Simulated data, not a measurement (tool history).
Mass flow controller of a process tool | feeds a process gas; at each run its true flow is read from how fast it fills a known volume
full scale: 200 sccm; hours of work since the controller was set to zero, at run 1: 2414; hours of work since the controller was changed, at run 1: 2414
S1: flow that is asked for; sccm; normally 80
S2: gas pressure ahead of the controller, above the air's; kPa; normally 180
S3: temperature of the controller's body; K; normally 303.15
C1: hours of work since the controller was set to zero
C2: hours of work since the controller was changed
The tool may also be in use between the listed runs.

{"run": 1, "hour": 0.0, "S1": 80, "S2": 180, "S3": 303.15, "C1": 2414, "C2": 2414, "true flow (%)": 99.09}
{"run": 2, "hour": 103.1, "S1": 80, "S2": 180, "S3": 303.15, "C1": 2453, "C2": 2453, "true flow (%)": 99.04}
{"run": 3, "hour": 249.1, "S1": 80, "S2": 180, "S3": 303.15, "C1": 2509, "C2": 2509, "true flow (%)": 99.21}
{"run": 4, "hour": 324.6, "S1": 80, "S2": 180, "S3": 303.15, "C1": 2537, "C2": 2537, "true flow (%)": 99.18}
{"run": 5, "hour": 504.6, "S1": 82, "S2": 180, "S3": 303.15, "C1": 2605, "C2": 2605, "true flow (%)": 99.34}
{"run": 6, "hour": 597.0, "S1": 82, "S2": 180, "S3": 309.15, "C1": 2640, "C2": 2640, "true flow (%)": 98.63}
{"run": 7, "hour": 704.4, "S1": 29, "S2": 180, "S3": 309.15, "C1": 2681, "C2": 2681, "true flow (%)": 98.61}
{"run": 8, "hour": 882.4, "S1": 29, "S2": 180, "S3": 309.15, "C1": 2748, "C2": 2748, "true flow (%)": 98.64}
{"run": 9, "hour": 1054.9, "S1": 29, "S2": 180, "S3": 309.15, "C1": 2813, "C2": 2813, "true flow (%)": 98.82}
{"run": 10, "hour": 1203.5, "S1": 80, "S2": 180, "S3": 303.15, "C1": 2869, "C2": 2869, "true flow (%)": 99.77}
{"run": 11, "hour": 1382.5, "S1": 80, "S2": 180, "S3": 303.15, "C1": 2937, "C2": 2937, "true flow (%)": 99.72}
{"run": 12, "hour": 1544.5, "S1": 80, "S2": 180, "S3": 303.15, "C1": 2998, "C2": 2998, "true flow (%)": 99.76}
{"run": 13, "hour": 1684.9, "S1": 80, "S2": 180, "S3": 303.15, "C1": 3051, "C2": 3051, "true flow (%)": 99.87}
{"run": 14, "hour": 1796.7, "S1": 80, "S2": 246, "S3": 303.15, "C1": 3094, "C2": 3094, "true flow (%)": 100.07}
{"run": 15, "hour": 1911.2, "S1": 49, "S2": 209, "S3": 309.15, "C1": 3137, "C2": 3137, "true flow (%)": 99.31}
{"run": 16, "hour": 2026.3, "S1": 43, "S2": 144, "S3": 311.15, "C1": 3181, "C2": 3181, "true flow (%)": 99.06}
{"run": 17, "hour": 2152.6, "S1": 69, "S2": 144, "S3": 311.15, "C1": 3228, "C2": 3228, "true flow (%)": 99.14}
{"run": 18, "hour": 2227.5, "S1": 69, "S2": 144, "S3": 311.15, "C1": 3257, "C2": 3257, "true flow (%)": 99.25}
{"run": 19, "hour": 2307.0, "S1": 69, "S2": 144, "S3": 311.15, "C1": 3287, "C2": 3287, "true flow (%)": 99.11}
{"run": 20, "hour": 2466.2, "S1": 69, "S2": 144, "S3": 304.15, "C1": 3347, "C2": 3347, "true flow (%)": 100.18}
{"run": 21, "hour": 2602.2, "S1": 93, "S2": 180, "S3": 303.15, "C1": 3398, "C2": 3398, "true flow (%)": 100.4}
{"run": 22, "hour": 2719.5, "S1": 147, "S2": 237, "S3": 294.15, "C1": 3443, "C2": 3443, "true flow (%)": 101.77}
{"run": 23, "hour": 2818.7, "S1": 147, "S2": 237, "S3": 294.15, "C1": 3480, "C2": 3480, "true flow (%)": 101.63}
{"run": 24, "hour": 2933.4, "S1": 117, "S2": 238, "S3": 293.15, "C1": 3523, "C2": 3523, "true flow (%)": 101.82}
{"run": 25, "hour": 3112.2, "S1": 106, "S2": 191, "S3": 303.15, "C1": 3591, "C2": 3591, "true flow (%)": 100.59}
{"run": 26, "hour": 3289.4, "S1": 106, "S2": 225, "S3": 305.15, "C1": 3658, "C2": 3658, "true flow (%)": 100.64}
{"run": 27, "hour": 3449.0, "S1": 107, "S2": 219, "S3": 307.15, "C1": 3718, "C2": 3718, "true flow (%)": 100.34}
{"run": 28, "hour": 3585.3, "S1": 110, "S2": 180, "S3": 303.15, "C1": 3770, "C2": 3770, "true flow (%)": 100.88}

Consider 5 possible next runs. They are alternatives, not a sequence: every one starts from the tool as it was left by run 28. What does each give?
{"run": "A", "hour": 3760.6, "S1": 195, "S2": 202, "S3": 294.15, "C1": 3836, "C2": 3836, "true flow (%)": "?"}
{"run": "B", "hour": 3760.6, "S1": 107, "S2": 180, "S3": 299.15, "C1": 3836, "C2": 3836, "true flow (%)": "?"}
{"run": "C", "hour": 3760.6, "S1": 110, "S2": 170, "S3": 303.15, "C1": 3836, "C2": 3836, "true flow (%)": "?"}
{"run": "D", "hour": 3760.6, "S1": 80, "S2": 180, "S3": 310.15, "C1": 3836, "C2": 3836, "true flow (%)": "?"}
{"run": "E", "hour": 3760.6, "S1": 80, "S2": 163, "S3": 309.15, "C1": 3836, "C2": 3836, "true flow (%)": "?"}

run=A true_flow_(%)=102.26
run=B true_flow_(%)=101.48
run=C true_flow_(%)=100.98
run=D true_flow_(%)=100.1
run=E true_flow_(%)=100.14
Without the tool's unlogged condition, the same runs would have read:
run=A true_flow_(%)=100.45
run=B true_flow_(%)=99.69
run=C true_flow_(%)=99.21
run=D true_flow_(%)=98.34
run=E true_flow_(%)=98.38
